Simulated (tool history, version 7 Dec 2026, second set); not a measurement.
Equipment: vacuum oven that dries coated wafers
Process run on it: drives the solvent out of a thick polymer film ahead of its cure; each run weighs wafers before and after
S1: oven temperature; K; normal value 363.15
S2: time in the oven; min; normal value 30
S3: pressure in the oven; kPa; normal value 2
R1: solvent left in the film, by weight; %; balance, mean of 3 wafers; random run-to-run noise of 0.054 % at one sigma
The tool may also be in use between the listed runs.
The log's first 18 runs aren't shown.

run,hour,S1,S2,S3,R1
19,1502.9,363.15,18,2,3.78
20,1567.2,363.15,18,2,3.95
21,1629.7,363.15,24,2,2.81
22,1744.2,348.15,26,2,6.75
23,1824.7,363.15,30,5.74,3.48
24,1901.9,363.15,51,1.14,0.77
25,1990.3,377.15,50,3.13,0.88
26,2044.5,360.15,46,2,1.66
27,2124.4,371.15,36,1.41,0.6
28,2190.8,371.15,36,1.41,0.75
29,2268.8,363.15,47,2,1.15
30,2351.2,363.15,30,1.38,1.95
31,2458.6,363.15,16,2,4.42
32,2548.7,351.15,18,3.21,7.96
33,2604.8,351.15,18,3.21,7.81
34,2703.7,351.15,18,3.21,7.62
35,2764.6,356.15,39,4.16,3.8
36,2838.5,350.15,26,4.16,7.21
37,2901,376.15,30,2,0.74
38,2976.8,376.15,30,2,0.62
39,3032.6,376.15,30,2,0.65
40,3088.6,355.15,17,2.18,6.54
# hour 3096.7: oven's thermocouples calibrated
41,3204.7,355.15,17,5.2,7.71

Forecast each of these 3 alternatives for the next run:
A,3299.3,369.15,24,2.31,?
B,3299.3,355.15,30,5.2,?
C,3299.3,364.15,25,1.95,?

run,R1
A,1.67
B,5.61
C,2.46
What these runs would have given with no unlogged condition in the tool:
run,R1
A,1.65
B,5.57
C,2.43
